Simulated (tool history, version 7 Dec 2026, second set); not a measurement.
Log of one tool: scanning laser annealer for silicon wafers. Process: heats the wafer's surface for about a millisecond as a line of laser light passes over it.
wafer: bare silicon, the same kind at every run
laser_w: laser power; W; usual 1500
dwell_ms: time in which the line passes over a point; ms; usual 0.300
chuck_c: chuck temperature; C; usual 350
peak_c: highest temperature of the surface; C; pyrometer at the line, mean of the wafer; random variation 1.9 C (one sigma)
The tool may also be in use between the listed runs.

run	day	laser_w	dwell_ms	chuck_c	peak_c
1	0.000	1500	0.300	350	1150
2	0.408	1500	0.300	350	1150
3	0.658	1500	0.300	350	1148
4	1.121	1500	0.300	350	1146
5	1.579	1507	0.300	350	1156
6	2.042	1500	0.300	350	1148
7	2.433	1500	0.300	350	1146
8	2.804	1484	0.300	350	1141
9	3.075	1484	0.300	350	1138
10	3.529	1500	0.379	350	1261
11	3.821	1500	0.300	350	1148
12	4.125	1500	0.278	350	1115
13	4.412	1500	0.278	350	1114
14	4.721	1595	0.300	350	1193
15	5.017	1595	0.300	350	1193
16	5.271	1595	0.244	350	1098
17	5.654	1500	0.300	350	1147
18	5.888	1500	0.300	350	1144
19	6.212	1500	0.300	350	1145
20	6.475	1500	0.300	334	1125
21	6.892	1616	0.243	378	1131
22	7.175	1530	0.260	378	1124
23	7.621	1277	0.260	343	974
24	7.904	1277	0.260	343	975
25	8.188	1277	0.230	343	928
26	8.479	1277	0.230	343	930
27	8.958	1494	0.300	350	1142
28	9.379	1361	0.322	326	1080
# day 9.629: optics aligned, line set to its width
29	10.033	1500	0.300	338	1130
30	10.388	1592	0.324	365	1242
31	10.646	1552	0.284	350	1144
32	11.067	1552	0.284	350	1141
33	11.446	1338	0.300	355	1064
34	11.725	1338	0.300	355	1063
35	12.108	1338	0.300	355	1066
# day 12.600: optics aligned, line set to its width, once more
# day 12.746: window over the wafer cleaned
36	12.746	1466	0.233	316	1026
37	13.158	1512	0.300	312	1154
38	13.517	1461	0.299	312	1130
39	13.800	1439	0.251	360	1091
40	14.083	1439	0.251	360	1085

Some steps in peak_c between neighbouring runs. How much of each would the tool show without its hidden state too (settings, what came in, random variation), and how much is left for the hidden state, with any gauge scatter that isn't in both results?
The hidden state here: light that passes the window, % of a clean one's; laser's true power over the reading, %; width of the line over the set one, %; drift of the gauge itself on peak_c, C.
Run 9 -> 10: laser_w 1484 -> 1500, dwell_ms 0.300 -> 0.379. peak_c +123 C: hidden state -6, all else +129.
Run 22 -> 23: laser_w 1530 -> 1277, chuck_c 378 -> 343. peak_c -150 C: hidden state +6, all else -156.
Run 26 -> 27: laser_w 1277 -> 1494, dwell_ms 0.230 -> 0.300, chuck_c 343 -> 350. peak_c +212 C: hidden state -12, all else +224.
Run 35 -> 36: laser_w 1338 -> 1466, dwell_ms 0.300 -> 0.233, chuck_c 355 -> 316, optics aligned, line set to its width, once more, window over the wafer cleaned. peak_c -40 C: hidden state +42, all else -82.
Run 36 -> 37: laser_w 1466 -> 1512, dwell_ms 0.233 -> 0.300, chuck_c 316 -> 312. peak_c +128 C: hidden state +1, all else +127.
